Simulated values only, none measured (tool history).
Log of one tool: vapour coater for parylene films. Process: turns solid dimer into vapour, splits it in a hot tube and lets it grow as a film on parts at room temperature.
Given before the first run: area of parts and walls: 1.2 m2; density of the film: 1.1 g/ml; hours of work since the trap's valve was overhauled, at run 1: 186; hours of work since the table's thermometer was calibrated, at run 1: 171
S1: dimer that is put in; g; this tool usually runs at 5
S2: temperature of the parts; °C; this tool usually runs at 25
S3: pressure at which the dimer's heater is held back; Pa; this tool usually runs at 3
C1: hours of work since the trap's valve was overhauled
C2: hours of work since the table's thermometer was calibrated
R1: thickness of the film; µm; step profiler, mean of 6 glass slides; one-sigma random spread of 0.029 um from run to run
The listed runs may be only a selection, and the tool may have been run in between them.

run    hour  S1  S2     S3   C1   C2    R1
  1       0   5  25      3  186  171   2.4
  2    47.6   5  25      3  222  207  2.35
  3   105.4   5  25      3  265  250  2.26
      132.7  -- trap's valve overhauled
  4   159.9   5  25      3   20  288  2.56
  5   205.2   5  25      3   55  322  2.53
  6   252.7   5  25      3   90  358  2.44
  7   331.9   5  25      3  150  418  2.38
  8   369.2   5  25      3  178  446  2.37
  9   438.1   5  25      3  230  498  2.26
      512.8  -- trap's valve overhauled
 10   512.8   5  25      3    0  551  2.55
 11   588.7   5  25      3   57  608  2.51
      595.6  -- table's thermometer calibrated
 12   632.4   3  25      3   89   28  1.47
 13   699.2   4  25      3  139   78  1.93
 14   768.6   4  25      3  192  130  1.86
 15   851.4   4  25      3  254  192  1.79
      896.6  -- trap's valve overhauled
 16   896.7   3  25      3    0  223  1.54
 17   956.8   3  25      3   45  269  1.49
 18  1020.4   4  25      3   93  316  1.94
 19  1085.3   4  25      3  142  365  1.92
     1102.5  -- table's thermometer calibrated, once more
 20  1124.1   4  25      3  170   16  1.84
 21  1208.7   2  33   2.46  234   80  0.64
     1280.4  -- trap's valve overhauled
 22  1280.7   2  33   2.46    0  131  0.74
 23  1344.8   2  33   2.46   48  179  0.75
 24  1413.9   2  33   2.46  100  231   0.7
 25  1494.3   5  21      3  161  292  2.77
 26  1542.3   5  21      3  197  328  2.72
 27  1581.1   5  21      3  226  357   2.7
 28  1642.1   5  25   3.77  272  403  2.18
     1657.7  -- trap's valve overhauled
 29    1696   5  25   3.77   29  440  2.52
 30  1757.9   5  25   3.77   75  487  2.43
 31  1804.6   2  21   3.89  111  522  1.12
 32  1869.9   3  27    3.4  160  571  1.26
 33  1915.8   5  18      3  194  606  3.06
 34  1961.4   6  25      3  228  640   2.7
 35  2016.8   2  25  10.95  270  682  0.85
     2040.5  -- trap's valve overhauled
 36  2074.6   5  36   2.03   26  722  1.65
 37  2136.2   4  19    8.6   72  768  2.38
 38    2198   4  19   8.17  118  815  2.32
 39  2239.3   3  22   3.44  150  846  1.58
 40  2313.2   6  30   4.83  205  902  2.17

What if the next run were any one of these 3? Each begins from the tool's condition after run 40:
  A  2379.4   6  20  4.79  255  951   ?
  B  2379.4   5  36  3.52  255  951   ?
  C  2379.4   6  23  4.18  255  951   ?

run    R1
  A  3.27
  B  1.39
  C  2.83
Without the tool's unlogged condition, the same runs would have read:
run    R1
  A  3.84
  B  1.63
  C  3.31

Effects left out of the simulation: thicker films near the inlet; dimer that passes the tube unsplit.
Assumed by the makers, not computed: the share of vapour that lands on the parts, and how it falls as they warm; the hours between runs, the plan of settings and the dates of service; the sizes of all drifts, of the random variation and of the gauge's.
